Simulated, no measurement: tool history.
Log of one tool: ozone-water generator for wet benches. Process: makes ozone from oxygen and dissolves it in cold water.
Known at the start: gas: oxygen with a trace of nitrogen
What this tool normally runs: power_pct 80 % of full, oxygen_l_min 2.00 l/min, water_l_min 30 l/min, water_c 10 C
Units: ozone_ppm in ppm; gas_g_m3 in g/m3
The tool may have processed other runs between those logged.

Run 1, hour 0.0: usual settings. Result: ozone_ppm 7.41 ppm, gas_g_m3 162.2 g/m3.
Run 2, hour 44.4: usual settings but power_pct 49 % of full. Result: ozone_ppm 5.45 ppm, gas_g_m3 122.2 g/m3.
Run 3, hour 79.1: usual settings but power_pct 43 % of full. Result: ozone_ppm 5.08 ppm, gas_g_m3 112.7 g/m3.
Run 4, hour 118.8: usual settings but power_pct 43 % of full. Result: ozone_ppm 5.08 ppm, gas_g_m3 112.7 g/m3.
Run 5, hour 165.0: usual settings but water_l_min 37 l/min. Result: ozone_ppm 5.73 ppm, gas_g_m3 162.3 g/m3.
Run 6, hour 191.3: usual settings but water_c 9 C. Result: ozone_ppm 7.44 ppm, gas_g_m3 161.6 g/m3.
Run 7, hour 214.8: usual settings but water_c 9 C. Result: ozone_ppm 7.38 ppm, gas_g_m3 163.5 g/m3.
Run 8, hour 264.6: usual settings but water_c 9 C. Result: ozone_ppm 7.37 ppm, gas_g_m3 161.7 g/m3.
Run 9, hour 292.3: usual settings but water_c 5 C. Result: ozone_ppm 7.42 ppm, gas_g_m3 163.1 g/m3.
At hour 297.0: water thermometer calibrated.
Run 10, hour 330.8: usual settings but water_c 5 C. Result: ozone_ppm 7.28 ppm, gas_g_m3 162.1 g/m3.
Run 11, hour 365.2: usual settings but water_c 5 C. Result: ozone_ppm 7.37 ppm, gas_g_m3 160.2 g/m3.
At hour 392.3: water thermometer calibrated, once more.
Run 12, hour 409.5: usual settings but power_pct 81 % of full, oxygen_l_min 3.27 l/min, water_l_min 20 l/min, water_c 5 C. Result: ozone_ppm 14.20 ppm, gas_g_m3 139.7 g/m3.
Run 13, hour 446.8: usual settings but power_pct 81 % of full, oxygen_l_min 3.27 l/min, water_l_min 20 l/min, water_c 5 C. Result: ozone_ppm 14.35 ppm, gas_g_m3 138.7 g/m3.
Run 14, hour 476.8: usual settings but water_c 8 C. Result: ozone_ppm 7.27 ppm, gas_g_m3 160.6 g/m3.
Run 15, hour 523.2: usual settings but power_pct 83 % of full, water_l_min 23 l/min, water_c 13 C. Result: ozone_ppm 9.53 ppm, gas_g_m3 165.9 g/m3.
Run 16, hour 571.4: usual settings but power_pct 83 % of full, water_l_min 23 l/min, water_c 13 C. Result: ozone_ppm 9.61 ppm, gas_g_m3 165.0 g/m3.
Run 17, hour 620.2: usual settings but power_pct 43 % of full, water_c 14 C. Result: ozone_ppm 4.87 ppm, gas_g_m3 112.3 g/m3.
Run 18, hour 659.0: usual settings but power_pct 61 % of full, water_c 18 C. Result: ozone_ppm 5.89 ppm, gas_g_m3 137.3 g/m3.
Run 19, hour 704.0: usual settings but power_pct 61 % of full, water_c 18 C. Result: ozone_ppm 5.81 ppm, gas_g_m3 136.7 g/m3.
Run 20, hour 727.8: usual settings but power_pct 61 % of full, water_c 18 C. Result: ozone_ppm 6.01 ppm, gas_g_m3 136.2 g/m3.
Run 21, hour 767.9: usual settings but power_pct 61 % of full, water_l_min 45 l/min, water_c 18 C. Result: ozone_ppm 3.91 ppm, gas_g_m3 135.0 g/m3.

Alternative continuations, all from the tool just after run 21; predict every row:
Run A, hour 799.3: usual settings but power_pct 61 % of full, water_l_min 45 l/min, water_c 6 C. Result: ozone_ppm ?, gas_g_m3 ?.
Run B, hour 799.3: usual settings but water_c 8 C. Result: ozone_ppm ?, gas_g_m3 ?.
Run C, hour 799.3: usual settings but power_pct 61 % of full, oxygen_l_min 2.37 l/min, water_l_min 45 l/min, water_c 15 C. Result: ozone_ppm ?, gas_g_m3 ?.

run  ozone_ppm  gas_g_m3
  A       3.95     137.6
  B       7.25     160.8
  C       4.10     129.5
What these runs would have given with no unlogged condition in the tool:
run  ozone_ppm  gas_g_m3
  A       4.08     139.5
  B       7.49     163.5
  C       4.24     131.3
